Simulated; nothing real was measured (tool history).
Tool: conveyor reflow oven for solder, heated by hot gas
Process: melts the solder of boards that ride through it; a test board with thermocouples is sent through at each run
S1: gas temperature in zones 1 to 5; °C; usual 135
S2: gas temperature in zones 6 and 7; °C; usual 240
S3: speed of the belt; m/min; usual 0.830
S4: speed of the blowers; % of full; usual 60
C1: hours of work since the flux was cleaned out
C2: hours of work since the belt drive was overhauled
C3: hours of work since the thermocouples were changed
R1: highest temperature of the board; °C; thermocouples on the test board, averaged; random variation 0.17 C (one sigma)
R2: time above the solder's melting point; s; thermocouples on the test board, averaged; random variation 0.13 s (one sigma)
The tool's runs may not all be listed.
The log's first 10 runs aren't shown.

Run 11, hour 86.5: usual settings but S4 80 % of full; C1 75; C2 100; C3 128. Result: R1 220.6 °C, R2 43.9 s.
Run 12, hour 98.1: usual settings but S4 80 % of full; C1 81; C2 107; C3 135. Result: R1 220.4 °C, R2 43.8 s.
Run 13, hour 104.4: usual settings but S4 80 % of full; C1 85; C2 110; C3 138. Result: R1 220.6 °C, R2 43.9 s.
Run 14, hour 115.3: usual settings but S4 80 % of full; C1 91; C2 116; C3 144. Result: R1 220.3 °C, R2 43.7 s.
Run 15, hour 126.2: usual settings but S1 138 °C; C1 97; C2 122; C3 150. Result: R1 216.7 °C, R2 42.2 s.
Run 16, hour 131.4: usual settings but S1 138 °C; C1 100; C2 125; C3 153. Result: R1 216.8 °C, R2 42.3 s.
Run 17, hour 142.1: usual settings but S2 233 °C, S3 0.770 m/min, S4 56 % of full; C1 106; C2 131; C3 159. Result: R1 212.0 °C, R2 41.7 s.
Run 18, hour 151.0: usual settings but S2 241 °C; C1 111; C2 136; C3 164. Result: R1 216.8 °C, R2 41.5 s.
Run 19, hour 156.1: usual settings but S1 126 °C, S2 241 °C, S3 0.847 m/min; C1 113; C2 139; C3 167. Result: R1 214.4 °C, R2 36.6 s.
Run 20, hour 164.1: usual settings but S1 134 °C, S2 245 °C, S3 0.690 m/min, S4 68 % of full; C1 118; C2 143; C3 171. Result: R1 228.8 °C, R2 57.9 s.
Run 21, hour 173.8: usual settings but S1 134 °C, S2 245 °C, S3 0.690 m/min, S4 68 % of full; C1 123; C2 149; C3 177. Result: R1 228.8 °C, R2 57.9 s.
Run 22, hour 183.0: usual settings but S1 134 °C, S2 246 °C, S3 0.789 m/min, S4 77 % of full; C1 128; C2 154; C3 182. Result: R1 226.4 °C, R2 49.1 s.
Run 23, hour 194.1: usual settings but S1 139 °C, S2 246 °C, S3 0.789 m/min, S4 77 % of full; C1 134; C2 160; C3 188. Result: R1 227.2 °C, R2 51.1 s.
Run 24, hour 201.1: usual settings but S1 147 °C; C1 138; C2 164; C3 192. Result: R1 218.8 °C, R2 46.0 s.
Run 25, hour 206.6: usual settings but S1 121 °C, S2 248 °C, S3 0.747 m/min, S4 51 % of full; C1 141; C2 167; C3 195. Result: R1 221.6 °C, R2 46.0 s.
Run 26, hour 218.5: usual settings but S3 0.733 m/min, S4 57 % of full; C1 148; C2 173; C3 201. Result: R1 220.3 °C, R2 49.9 s.
Run 27, hour 227.9: usual settings but S2 236 °C, S3 0.862 m/min, S4 58 % of full; C1 153; C2 179; C3 207. Result: R1 210.8 °C, R2 35.6 s.
Run 28, hour 238.0: usual settings but S1 123 °C, S2 231 °C, S3 0.912 m/min, S4 70 % of full; C1 159; C2 184; C3 212. Result: R1 204.4 °C, R2 26.8 s.
Run 29, hour 245.4: usual settings but S1 130 °C, S2 253 °C, S3 0.768 m/min, S4 73 % of full; C1 163; C2 188; C3 216. Result: R1 232.0 °C, R2 52.7 s.
Run 30, hour 255.3: usual settings but S1 149 °C, S2 249 °C, S3 0.956 m/min, S4 56 % of full; C1 168; C2 194; C3 222. Result: R1 219.9 °C, R2 40.5 s.

3 ways to go on from here, each from the tool as it stands after run 30. What would each give?
Run A, hour 263.6: usual settings but S3 0.681 m/min, S4 67 % of full; C1 173; C2 199; C3 226. Result: R1 ?, R2 ?.
Run B, hour 263.6: usual settings but S1 149 °C, S2 249 °C, S3 0.815 m/min, S4 56 % of full; C1 173; C2 199; C3 226. Result: R1 ?, R2 ?.
Run C, hour 263.6: usual settings but S1 149 °C; C1 173; C2 199; C3 226. Result: R1 ?, R2 ?.

run     R1    R2
  A  224.5  57.0
  B  226.6  51.5
  C  219.4  46.9
Without the tool's hidden state the same runs would have given:
run     R1    R2
  A  224.6  57.0
  B  226.6  51.5
  C  219.5  46.9
